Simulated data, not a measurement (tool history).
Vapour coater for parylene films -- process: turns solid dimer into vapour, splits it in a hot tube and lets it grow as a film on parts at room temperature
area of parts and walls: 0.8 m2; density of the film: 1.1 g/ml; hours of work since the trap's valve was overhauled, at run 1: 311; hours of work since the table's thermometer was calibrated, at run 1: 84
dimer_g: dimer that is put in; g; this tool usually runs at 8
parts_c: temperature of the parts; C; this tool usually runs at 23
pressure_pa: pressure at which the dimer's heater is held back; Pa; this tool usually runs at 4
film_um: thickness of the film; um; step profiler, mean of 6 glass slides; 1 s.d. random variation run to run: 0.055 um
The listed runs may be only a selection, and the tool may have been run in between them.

run	day	dimer_g	parts_c	pressure_pa	hours of work since the trap's valve was overhauled	hours of work since the table's thermometer was calibrated	film_um
1	0	8	23	4	311	84	5.75
2	1.117	5	23	4	322	95	3.52
3	3.296	8	17	4	344	117	7.18
4	5.429	8	23	4	366	139	5.58
5	7.492	8	23	4	387	160	5.53
6	9.704	8	23	4	410	183	5.58
# day 10.079: trap's valve overhauled
7	11.908	8	23	4	19	204	4.97
8	13.825	8	23	4	38	224	4.87
9	15.458	8	26	4	55	240	4.31
10	17.267	14	31	4	74	259	6.19
11	19.196	13	27	4	93	279	6.63
# day 21.025: trap's valve overhauled, once more
12	21.138	8	23	4.15	1	297	6.3
13	23.396	11	16	2.34	24	320	12.26
14	25.1	9	23	4	42	337	6.99
15	27.329	9	23	4	65	360	6.94

Same runs, no hidden state in the tool, same run-to-run variation:
Hidden state at play: vapour lost through the trap's worn valve, %; true temperature of the parts over the reading, C; drift of the gauge itself on film_um, %.
run	film_um
1	6.38
2	3.94
3	8.09
4	6.35
5	6.34
6	6.45
7	6.35
8	6.29
9	5.61
10	8.11
11	8.78
12	6.32
13	12.41
14	7.11
15	7.13
